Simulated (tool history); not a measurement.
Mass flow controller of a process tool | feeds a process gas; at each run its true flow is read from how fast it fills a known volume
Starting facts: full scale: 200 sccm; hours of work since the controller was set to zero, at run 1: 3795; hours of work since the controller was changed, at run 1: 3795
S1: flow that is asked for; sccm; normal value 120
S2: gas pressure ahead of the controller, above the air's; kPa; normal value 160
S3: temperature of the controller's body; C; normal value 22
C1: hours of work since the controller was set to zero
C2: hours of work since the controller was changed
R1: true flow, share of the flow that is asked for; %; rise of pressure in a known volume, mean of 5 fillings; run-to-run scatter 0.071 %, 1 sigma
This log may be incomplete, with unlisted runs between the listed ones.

run 1 day=0 | S1=120 S2=160 S3=22 | C1=3795 C2=3795 | R1=100.7
run 2 day=9.375 | S1=120 S2=160 S3=22 | C1=3946 C2=3946 | R1=100.59
run 3 day=25.404 | S1=120 S2=160 S3=21 | C1=4205 C2=4205 | R1=100.8
run 4 day=38.658 | S1=120 S2=222 S3=22 | C1=4419 C2=4419 | R1=100.63
run 5 day=53.992 | S1=120 S2=222 S3=22 | C1=4666 C2=4666 | R1=100.81
run 6 day=63.854 | S1=120 S2=254 S3=22 | C1=4825 C2=4825 | R1=100.78
run 7 day=72.633 | S1=120 S2=254 S3=22 | C1=4967 C2=4967 | R1=100.73
run 8 day=89.046 | S1=120 S2=160 S3=37 | C1=5231 C2=5231 | R1=100.76
run 9 day=106.1 | S1=120 S2=160 S3=22 | C1=5506 C2=5506 | R1=101.13
run 10 day=118.646 | S1=120 S2=160 S3=22 | C1=5708 C2=5708 | R1=101.19
run 11 day=130.379 | S1=120 S2=160 S3=22 | C1=5898 C2=5898 | R1=101.31
-- day=133.954 controller's zero set anew
run 12 day=146.788 | S1=120 S2=189 S3=22 | C1=207 C2=6162 | R1=101.68
run 13 day=162.567 | S1=120 S2=189 S3=22 | C1=461 C2=6416 | R1=101.81
run 14 day=178.512 | S1=53 S2=160 S3=22 | C1=718 C2=6673 | R1=103.8
run 15 day=191.017 | S1=53 S2=160 S3=22 | C1=920 C2=6875 | R1=103.94
run 16 day=200.604 | S1=45 S2=164 S3=34 | C1=1075 C2=7030 | R1=104.42
-- day=208.592 controller's zero set anew, once more
run 17 day=208.592 | S1=73 S2=267 S3=38 | C1=0 C2=7158 | R1=99.3
run 18 day=225.583 | S1=73 S2=267 S3=38 | C1=274 C2=7432 | R1=99.46
run 19 day=240.462 | S1=48 S2=194 S3=33 | C1=514 C2=7672 | R1=99.64
run 20 day=250.379 | S1=52 S2=252 S3=24 | C1=674 C2=7832 | R1=99.94
run 21 day=257.808 | S1=52 S2=252 S3=24 | C1=794 C2=7952 | R1=99.76
run 22 day=269.362 | S1=52 S2=252 S3=24 | C1=980 C2=8138 | R1=99.93
run 23 day=285.575 | S1=82 S2=159 S3=33 | C1=1241 C2=8399 | R1=100.05
run 24 day=302.429 | S1=64 S2=160 S3=39 | C1=1513 C2=8671 | R1=99.96
run 25 day=313.475 | S1=84 S2=160 S3=30 | C1=1691 C2=8849 | R1=100.32
run 26 day=321.392 | S1=23 S2=172 S3=31 | C1=1819 C2=8977 | R1=101.25
run 27 day=331.121 | S1=61 S2=217 S3=34 | C1=1976 C2=9134 | R1=100.14

Branching from run 27: 5 alternative next runs. What would each branch give?
run A day=347.604 | S1=51 S2=217 S3=34 | C1=2241 C2=9400 | R1=?
run B day=347.604 | S1=113 S2=252 S3=34 | C1=2241 C2=9400 | R1=?
run C day=347.604 | S1=106 S2=209 S3=34 | C1=2241 C2=9400 | R1=?
run D day=347.604 | S1=36 S2=272 S3=25 | C1=2241 C2=9400 | R1=?
run E day=347.604 | S1=164 S2=263 S3=34 | C1=2241 C2=9400 | R1=?

run=A R1=100.47
run=B R1=100.27
run=C R1=100.32
run=D R1=100.95
run=E R1=100.44
Without the tool's unlogged condition, the same runs would have read:
run=A R1=98.65
run=B R1=99.03
run=C R1=99.05
run=D R1=98.7
run=E R1=99.34
